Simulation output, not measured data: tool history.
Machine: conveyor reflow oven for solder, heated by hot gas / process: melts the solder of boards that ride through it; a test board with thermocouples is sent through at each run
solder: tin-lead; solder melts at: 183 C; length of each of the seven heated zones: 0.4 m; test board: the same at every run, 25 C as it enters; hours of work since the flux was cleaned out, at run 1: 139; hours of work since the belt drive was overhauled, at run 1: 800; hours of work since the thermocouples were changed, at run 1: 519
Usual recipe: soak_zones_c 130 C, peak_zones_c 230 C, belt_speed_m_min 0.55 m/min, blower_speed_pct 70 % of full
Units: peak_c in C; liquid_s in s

run	hour	soak_zones_c	peak_zones_c	belt_speed_m_min	blower_speed_pct	hours of work since the flux was cleaned out	hours of work since the belt drive was overhauled	hours of work since the thermocouples were changed	peak_c	liquid_s
1	0	130	230	0.55	70	139	800	519	208	52.3
2	57.4	130	230	0.55	70	183	843	562	206.9	51.8
# hour 76.1: flux residue cleaned out of gas plates and filters
# hour 87.5: thermocouples of zones 6 and 7 changed
3	104.5	130	230	0.55	70	20	874	13	206.7	51.3
4	137.4	130	230	0.55	70	45	898	38	207.2	51.2
5	192.9	130	230	0.55	70	87	940	80	206.9	49.9
6	224.6	130	232	0.55	70	111	964	104	207.4	51.7
7	254.2	130	230	0.55	70	133	987	126	206.8	49.5
# hour 280.2: flux residue cleaned out of gas plates and filters, once more
8	322	130	230	0.55	70	32	1034	174	209	55.1
9	348.3	130	230	0.566	62	51	1054	194	206	47.9
10	395.6	128	245	0.541	70	87	1090	229	222.2	67.4
11	430.9	128	222	0.509	74	114	1117	256	205	52.4
12	475.3	130	230	0.55	69	148	1150	290	207.5	52.4

Run 13, settings as shown, results not yet in. Your forecast:
13	515.8	130	226	0.621	67	178	1181	320	?	?

peak_c: 198.6 C
liquid_s: 34.5 s
Minus the tool's unlogged condition, the same run would have read peak_c 200.5 C, liquid_s 36.8 s.

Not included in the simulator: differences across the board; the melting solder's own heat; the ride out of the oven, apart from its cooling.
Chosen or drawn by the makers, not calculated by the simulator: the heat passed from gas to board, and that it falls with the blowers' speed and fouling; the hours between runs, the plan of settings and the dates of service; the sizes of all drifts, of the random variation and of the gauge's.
